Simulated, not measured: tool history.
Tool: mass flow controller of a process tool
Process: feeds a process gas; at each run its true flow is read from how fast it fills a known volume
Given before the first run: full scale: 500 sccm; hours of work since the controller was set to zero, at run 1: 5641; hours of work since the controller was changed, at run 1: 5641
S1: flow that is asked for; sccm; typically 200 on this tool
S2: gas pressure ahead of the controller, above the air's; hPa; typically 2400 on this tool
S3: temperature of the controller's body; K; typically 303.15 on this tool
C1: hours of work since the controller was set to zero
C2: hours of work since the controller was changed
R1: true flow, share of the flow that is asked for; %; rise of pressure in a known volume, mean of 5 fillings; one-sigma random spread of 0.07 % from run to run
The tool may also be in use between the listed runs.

| run | day | S1 | S2 | S3 | C1 | C2 | R1 |
|---|---|---|---|---|---|---|---|
| 1 | 0 | 200 | 2400 | 303.15 | 5641 | 5641 | 98.7 |
| 2 | 9.729 | 52 | 2400 | 303.15 | 5824 | 5824 | 98.28 |
| 3 | 15.242 | 52 | 2400 | 303.15 | 5927 | 5927 | 98.21 |
|  | 23.529 | controller's zero set anew |
| 4 | 25.688 | 52 | 2400 | 303.15 | 41 | 6123 | 98 |
| 5 | 31.604 | 52 | 2400 | 303.15 | 152 | 6234 | 98.05 |
| 6 | 39.283 | 200 | 2400 | 303.15 | 296 | 6379 | 98.68 |
| 7 | 46.808 | 200 | 2400 | 303.15 | 438 | 6520 | 98.58 |
| 8 | 51.975 | 221 | 2400 | 303.15 | 535 | 6617 | 98.66 |
| 9 | 62.004 | 200 | 2400 | 293.15 | 723 | 6806 | 99.64 |
| 10 | 72.1 | 200 | 2400 | 303.15 | 913 | 6995 | 98.58 |
| 11 | 77.025 | 200 | 2750 | 303.15 | 1005 | 7088 | 98.48 |
| 12 | 87.917 | 200 | 2400 | 303.15 | 1210 | 7293 | 98.69 |
| 13 | 93.183 | 200 | 2400 | 303.15 | 1309 | 7392 | 98.52 |
| 14 | 100.879 | 200 | 2400 | 297.15 | 1454 | 7536 | 99.3 |
| 15 | 108.671 | 61 | 1860 | 307.15 | 1600 | 7683 | 97.86 |
| 16 | 114.75 | 200 | 1580 | 298.15 | 1714 | 7797 | 99.29 |
| 17 | 125.35 | 200 | 1580 | 298.15 | 1914 | 7996 | 99.19 |
| 18 | 135.817 | 313 | 2400 | 311.15 | 2110 | 8193 | 98.02 |
| 19 | 147.517 | 313 | 2400 | 311.15 | 2330 | 8413 | 98.07 |
| 20 | 154.396 | 387 | 2400 | 298.15 | 2460 | 8542 | 99.58 |
| 21 | 161.554 | 125 | 1590 | 295.15 | 2594 | 8677 | 99.43 |
| 22 | 168.912 | 125 | 1470 | 295.15 | 2732 | 8815 | 99.35 |
| 23 | 180.638 | 200 | 1510 | 303.15 | 2953 | 9035 | 98.82 |
| 24 | 188.317 | 200 | 1510 | 303.15 | 3097 | 9180 | 98.79 |
| 25 | 198.196 | 234 | 2100 | 303.15 | 3283 | 9365 | 98.85 |
| 26 | 205.333 | 200 | 2050 | 309.15 | 3417 | 9499 | 98.11 |
| 27 | 210.8 | 175 | 2050 | 296.15 | 3520 | 9602 | 99.36 |

Forecast each of these 5 alternatives for the next run:
| A | 216.8 | 200 | 2370 | 303.15 | 3632 | 9715 | ? |
| B | 216.8 | 60 | 2590 | 296.15 | 3632 | 9715 | ? |
| C | 216.8 | 162 | 2760 | 313.15 | 3632 | 9715 | ? |
| D | 216.8 | 72 | 1690 | 295.15 | 3632 | 9715 | ? |
| E | 216.8 | 445 | 2050 | 296.15 | 3632 | 9715 | ? |

| run | R1 |
|---|---|
| A | 98.5 |
| B | 98.91 |
| C | 97.2 |
| D | 99.27 |
| E | 99.79 |
Stripped of hidden state, with their random variation kept, the same runs would have yielded:
| run | R1 |
|---|---|
| A | 98.49 |
| B | 98.88 |
| C | 97.18 |
| D | 99.25 |
| E | 99.79 |

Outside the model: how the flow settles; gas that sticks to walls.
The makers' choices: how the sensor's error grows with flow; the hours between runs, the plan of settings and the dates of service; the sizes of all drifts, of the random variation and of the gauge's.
